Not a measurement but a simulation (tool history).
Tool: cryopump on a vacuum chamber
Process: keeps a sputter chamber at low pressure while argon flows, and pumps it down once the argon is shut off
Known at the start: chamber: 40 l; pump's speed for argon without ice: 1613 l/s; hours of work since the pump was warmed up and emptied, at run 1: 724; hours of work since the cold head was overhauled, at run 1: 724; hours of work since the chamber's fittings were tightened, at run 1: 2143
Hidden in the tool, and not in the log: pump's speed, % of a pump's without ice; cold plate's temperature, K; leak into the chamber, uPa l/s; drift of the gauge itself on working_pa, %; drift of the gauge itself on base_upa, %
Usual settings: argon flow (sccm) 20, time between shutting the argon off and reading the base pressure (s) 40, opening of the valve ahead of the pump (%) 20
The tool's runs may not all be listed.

run,day,argon flow (sccm),time between shutting the argon off and reading the base pressure (s),opening of the valve ahead of the pump (%),hours of work since the pump was warmed up and emptied,hours of work since the cold head was overhauled,hours of work since the chamber's fittings were tightened,pressure while argon flows (Pa),pressure after the wait (uPa)
1,0,20,40,20,724,724,2143,0.1128,2.71
2,0.571,20,40,20,736,736,2155,0.1127,2.72
3,1.408,20,40,20,754,754,2173,0.1129,2.74
4,2.421,20,40,20,776,776,2195,0.1136,2.75
5,3.438,20,40,20,797,797,2216,0.1133,2.81
# day 4.488: pump warmed up, emptied and cooled again
6,4.729,20,40,18,5,820,2239,0.1176,2.46
7,5.758,20,40,20,27,842,2261,0.1049,2.48
8,6.571,20,22,20,44,859,2278,0.1061,3.61
9,7.442,20,40,46,62,877,2296,0.0461,2.49
10,8.517,20,40,39,85,900,2319,0.0542,2.53
11,9.092,20,40,39,97,912,2331,0.0544,2.45
12,10.183,16,40,39,120,935,2354,0.0431,2.46
13,11.104,16,40,39,140,955,2373,0.0441,2.49
14,12.125,21,40,20,161,976,2395,0.1113,2.52
15,12.588,21,40,20,171,986,2405,0.112,2.61
16,13.579,21,40,20,192,1007,2426,0.112,2.57
17,14.642,21,40,20,214,1029,2448,0.113,2.63
18,15.662,14,40,20,236,1051,2470,0.0759,2.6
19,16.167,10,138,20,247,1061,2480,0.0529,1.55
20,16.808,35,106,58,260,1075,2494,0.0681,1.71
21,17.775,32,40,28,281,1095,2514,0.1239,2.69
22,18.829,32,40,28,303,1118,2537,0.125,2.64
23,19.454,14,61,28,316,1131,2550,0.0549,2.19
24,20.342,20,209,20,335,1150,2569,0.1078,1.48
25,21.038,10,37,20,349,1164,2583,0.0536,2.81
26,21.983,25,40,50,369,1184,2603,0.0567,2.69
27,22.812,25,40,50,387,1202,2621,0.0581,2.71
28,23.825,25,214,28,408,1223,2642,0.0988,1.55
29,24.583,25,26,58,424,1239,2658,0.0497,3.68
30,25.538,13,25,37,444,1259,2678,0.0394,3.63
31,26.025,38,40,30,455,1270,2689,0.1415,2.81
32,26.771,38,40,30,471,1285,2704,0.1425,2.8
33,27.621,11,89,15,488,1303,2722,0.0779,2.05
34,28.2,11,89,16,501,1315,2734,0.0745,2.09
35,28.729,20,176,40,512,1327,2746,0.0575,1.69

Some steps in pressure while argon flows (Pa) between neighbouring runs. How much of each would the tool show without its hidden state too (settings, what came in, random variation), and how much is left for the hidden state, with any gauge scatter that isn't in both results?
Run 5 -> 6: opening of the valve ahead of the pump (%) 20 -> 18, pump warmed up, emptied and cooled again. pressure while argon flows (Pa) +0.0043: hidden state -0.0082, all else +0.0125.
Run 13 -> 14: argon flow (sccm) 16 -> 21, opening of the valve ahead of the pump (%) 39 -> 20. pressure while argon flows (Pa) +0.0672: hidden state +0.0005, all else +0.0667.
Run 22 -> 23: argon flow (sccm) 32 -> 14, time between shutting the argon off and reading the base pressure (s) 40 -> 61. pressure while argon flows (Pa) -0.0701: hidden state -0.0026, all else -0.0675.
Run 30 -> 31: argon flow (sccm) 13 -> 38, time between shutting the argon off and reading the base pressure (s) 25 -> 40, opening of the valve ahead of the pump (%) 37 -> 30. pressure while argon flows (Pa) +0.1021: hidden state +0.0059, all else +0.0962.
Run 32 -> 33: argon flow (sccm) 38 -> 11, time between shutting the argon off and reading the base pressure (s) 40 -> 89, opening of the valve ahead of the pump (%) 30 -> 15. pressure while argon flows (Pa) -0.0646: hidden state -0.0065, all else -0.0581.
